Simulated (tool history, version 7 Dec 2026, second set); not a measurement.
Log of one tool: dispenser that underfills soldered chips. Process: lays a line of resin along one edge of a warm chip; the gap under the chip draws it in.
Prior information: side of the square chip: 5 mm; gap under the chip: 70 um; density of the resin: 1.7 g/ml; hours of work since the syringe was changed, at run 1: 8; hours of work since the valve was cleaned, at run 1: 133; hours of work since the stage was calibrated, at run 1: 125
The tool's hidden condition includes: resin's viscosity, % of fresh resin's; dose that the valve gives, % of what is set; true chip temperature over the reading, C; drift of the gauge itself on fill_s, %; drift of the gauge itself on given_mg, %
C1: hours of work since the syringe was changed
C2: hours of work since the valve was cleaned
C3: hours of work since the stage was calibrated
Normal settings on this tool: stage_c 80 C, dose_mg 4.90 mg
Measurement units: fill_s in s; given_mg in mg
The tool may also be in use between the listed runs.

Run 1, day 0.000: usual settings; C1 8; C2 133; C3 125. Result: fill_s 30.9 s, given_mg 4.66 mg.
Run 2, day 0.138: usual settings; C1 11; C2 135; C3 127. Result: fill_s 37.7 s, given_mg 4.65 mg.
At day 0.225: new syringe of resin.
At day 0.292: dispensing valve cleaned and set on the balance.
Run 3, day 0.358: usual settings; C1 2; C2 1; C3 130. Result: fill_s 19.4 s, given_mg 4.93 mg.
Run 4, day 0.546: usual settings; C1 5; C2 5; C3 134. Result: fill_s 25.7 s, given_mg 4.92 mg.
Run 5, day 0.696: usual settings; C1 8; C2 8; C3 137. Result: fill_s 31.0 s, given_mg 4.92 mg.
Run 6, day 0.783: usual settings; C1 10; C2 9; C3 138. Result: fill_s 34.9 s, given_mg 4.86 mg.
Run 7, day 0.879: usual settings; C1 12; C2 11; C3 140. Result: fill_s 40.5 s, given_mg 4.87 mg.
At day 0.908: new syringe of resin.
Run 8, day 0.983: usual settings; C1 1; C2 13; C3 142. Result: fill_s 18.1 s, given_mg 4.85 mg.
Run 9, day 1.146: usual settings; C1 4; C2 16; C3 145. Result: fill_s 23.5 s, given_mg 4.93 mg.
Run 10, day 1.246: usual settings; C1 6; C2 18; C3 147. Result: fill_s 27.2 s, given_mg 4.93 mg.
Run 11, day 1.383: usual settings; C1 9; C2 20; C3 150. Result: fill_s 33.4 s, given_mg 4.85 mg.
At day 1.546: new syringe of resin.
Run 12, day 1.558: usual settings; C1 0; C2 23; C3 153. Result: fill_s 17.5 s, given_mg 4.85 mg.
Run 13, day 1.750: usual settings but stage_c 69 C, dose_mg 5.46 mg; C1 4; C2 27; C3 156. Result: fill_s 35.1 s, given_mg 5.40 mg.
Run 14, day 1.858: usual settings but stage_c 74 C; C1 6; C2 29; C3 158. Result: fill_s 33.8 s, given_mg 4.81 mg.
Run 15, day 2.000: usual settings but stage_c 74 C; C1 9; C2 32; C3 161. Result: fill_s 40.6 s, given_mg 4.83 mg.
Run 16, day 2.104: usual settings but stage_c 74 C; C1 10; C2 34; C3 163. Result: fill_s 47.8 s, given_mg 4.87 mg.
At day 2.196: new syringe of resin.
Run 17, day 2.262: usual settings but stage_c 78 C, dose_mg 5.08 mg; C1 1; C2 37; C3 166. Result: fill_s 20.6 s, given_mg 5.00 mg.
Run 18, day 2.421: usual settings but stage_c 78 C, dose_mg 5.08 mg; C1 4; C2 40; C3 169. Result: fill_s 25.6 s, given_mg 4.98 mg.
Run 19, day 2.521: usual settings but stage_c 78 C, dose_mg 5.08 mg; C1 6; C2 41; C3 170. Result: fill_s 29.3 s, given_mg 5.02 mg.
Run 20, day 2.688: usual settings but stage_c 78 C, dose_mg 5.08 mg; C1 9; C2 45; C3 174. Result: fill_s 37.6 s, given_mg 4.99 mg.
At day 2.842: new syringe of resin.
Run 21, day 2.896: usual settings but stage_c 73 C, dose_mg 5.58 mg; C1 1; C2 48; C3 177. Result: fill_s 25.0 s, given_mg 5.48 mg.
Run 22, day 3.038: usual settings but stage_c 90 C, dose_mg 4.76 mg; C1 4; C2 51; C3 180. Result: fill_s 15.0 s, given_mg 4.64 mg.

Branching from run 22: 3 alternative next runs. What would each branch give?
Run A, day 3.158: usual settings but stage_c 86 C, dose_mg 5.85 mg; C1 6; C2 53; C3 182. Result: fill_s ?, given_mg ?.
Run B, day 3.158: usual settings but stage_c 78 C; C1 6; C2 53; C3 182. Result: fill_s ?, given_mg ?.
Run C, day 3.158: usual settings but stage_c 84 C, dose_mg 4.36 mg; C1 6; C2 53; C3 182. Result: fill_s ?, given_mg ?.

run  fill_s  given_mg
  A    20.4      5.72
  B    29.3      4.83
  C    23.0      4.29
Had the tool no hidden state, the same runs would have come out as:
run  fill_s  given_mg
  A    12.5      5.83
  B    17.9      4.92
  C    13.9      4.37
